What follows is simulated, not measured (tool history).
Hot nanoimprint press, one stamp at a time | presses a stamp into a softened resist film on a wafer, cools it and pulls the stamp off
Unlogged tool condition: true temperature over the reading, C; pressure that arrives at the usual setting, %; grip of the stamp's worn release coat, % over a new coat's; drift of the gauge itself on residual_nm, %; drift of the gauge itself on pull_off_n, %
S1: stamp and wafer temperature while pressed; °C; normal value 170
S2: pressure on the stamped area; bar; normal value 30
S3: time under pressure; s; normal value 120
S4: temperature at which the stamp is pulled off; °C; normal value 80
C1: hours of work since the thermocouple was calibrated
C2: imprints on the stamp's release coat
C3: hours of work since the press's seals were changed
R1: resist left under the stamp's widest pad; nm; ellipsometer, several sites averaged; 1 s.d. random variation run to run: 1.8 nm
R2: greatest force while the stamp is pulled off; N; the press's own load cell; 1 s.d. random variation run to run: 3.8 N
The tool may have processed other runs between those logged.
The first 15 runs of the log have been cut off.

Run 16, hour 258.9: usual settings; C1 21; C2 121; C3 285. Result: R1 298.1 nm, R2 183 N.
Run 17, hour 273.5: usual settings but S1 176 °C, S2 22.9 bar; C1 30; C2 176; C3 293. Result: R1 255.7 nm, R2 187 N.
Run 18, hour 292: usual settings but S1 179 °C, S2 35.1 bar, S4 78 °C; C1 41; C2 245; C3 305. Result: R1 188.4 nm, R2 185 N.
Run 19, hour 302.2: usual settings but S1 179 °C, S2 35.1 bar, S4 78 °C; C1 47; C2 283; C3 311. Result: R1 186.5 nm, R2 189 N.
Run 20, hour 319.3: usual settings but S1 179 °C, S2 36.8 bar, S4 87 °C; C1 58; C2 347; C3 321. Result: R1 183.2 nm, R2 170 N.
Run 21, hour 333.3: usual settings but S1 168 °C, S2 36.8 bar, S4 78 °C; C1 66; C2 400; C3 330. Result: R1 308 nm, R2 203 N.
Run 22, hour 353.8: usual settings but S1 166 °C, S2 21.8 bar; C1 79; C2 477; C3 342. Result: R1 376.3 nm, R2 191 N.
Run 23, hour 375.7: usual settings but S1 166 °C, S2 25.2 bar, S3 182 s; C1 92; C2 559; C3 356. Result: R1 330.2 nm, R2 190 N.
Run 24, hour 399.5: usual settings but S1 168 °C, S3 93 s, S4 86 °C; C1 106; C2 648; C3 370. Result: R1 351.7 nm, R2 191 N.
Run 25, hour 417.2: usual settings but S1 181 °C, S3 86 s, S4 86 °C; C1 117; C2 714; C3 381. Result: R1 215.6 nm, R2 195 N.
Run 26, hour 437: usual settings but S2 38.4 bar; C1 129; C2 789; C3 393. Result: R1 277.6 nm, R2 194 N.
Run 27, hour 458.3: usual settings but S2 38.4 bar, S3 145 s, S4 78 °C; C1 142; C2 869; C3 406. Result: R1 260.2 nm, R2 205 N.
Run 28, hour 472.5: usual settings but S1 181 °C, S2 24.5 bar, S3 81 s; C1 151; C2 922; C3 414. Result: R1 239 nm, R2 201 N.
Run 29, hour 493.9: usual settings but S1 181 °C, S2 24.5 bar, S3 81 s, S4 67 °C; C1 164; C2 1002; C3 427. Result: R1 238.6 nm, R2 227 N.
Run 30, hour 516.7: usual settings but S1 181 °C, S2 24.5 bar, S3 81 s, S4 67 °C; C1 178; C2 1088; C3 441. Result: R1 240.4 nm, R2 226 N.
Run 31, hour 532.2: usual settings but S1 160 °C, S2 20.4 bar, S3 63 s, S4 69 °C; C1 187; C2 1145; C3 451. Result: R1 470.9 nm, R2 220 N.

Consider 3 possible next runs. They are alternatives, not a sequence: every one starts from the tool as it was left by run 31. What does each give?
Run A, hour 555: usual settings but S1 161 °C, S4 73 °C; C1 201; C2 1231; C3 465. Result: R1 ?, R2 ?.
Run B, hour 555: usual settings but S2 41.8 bar, S3 92 s; C1 201; C2 1231; C3 465. Result: R1 ?, R2 ?.
Run C, hour 555: usual settings but S1 160 °C, S2 20.4 bar, S3 63 s, S4 79 °C; C1 201; C2 1231; C3 465. Result: R1 ?, R2 ?.

run     R1   R2
  A  410.4  224
  B  297.3  209
  C  464.3  213
Stripped of hidden state, with their random variation kept, the same runs would have yielded:
run     R1   R2
  A    401  196
  B  284.8  183
  C  460.2  187

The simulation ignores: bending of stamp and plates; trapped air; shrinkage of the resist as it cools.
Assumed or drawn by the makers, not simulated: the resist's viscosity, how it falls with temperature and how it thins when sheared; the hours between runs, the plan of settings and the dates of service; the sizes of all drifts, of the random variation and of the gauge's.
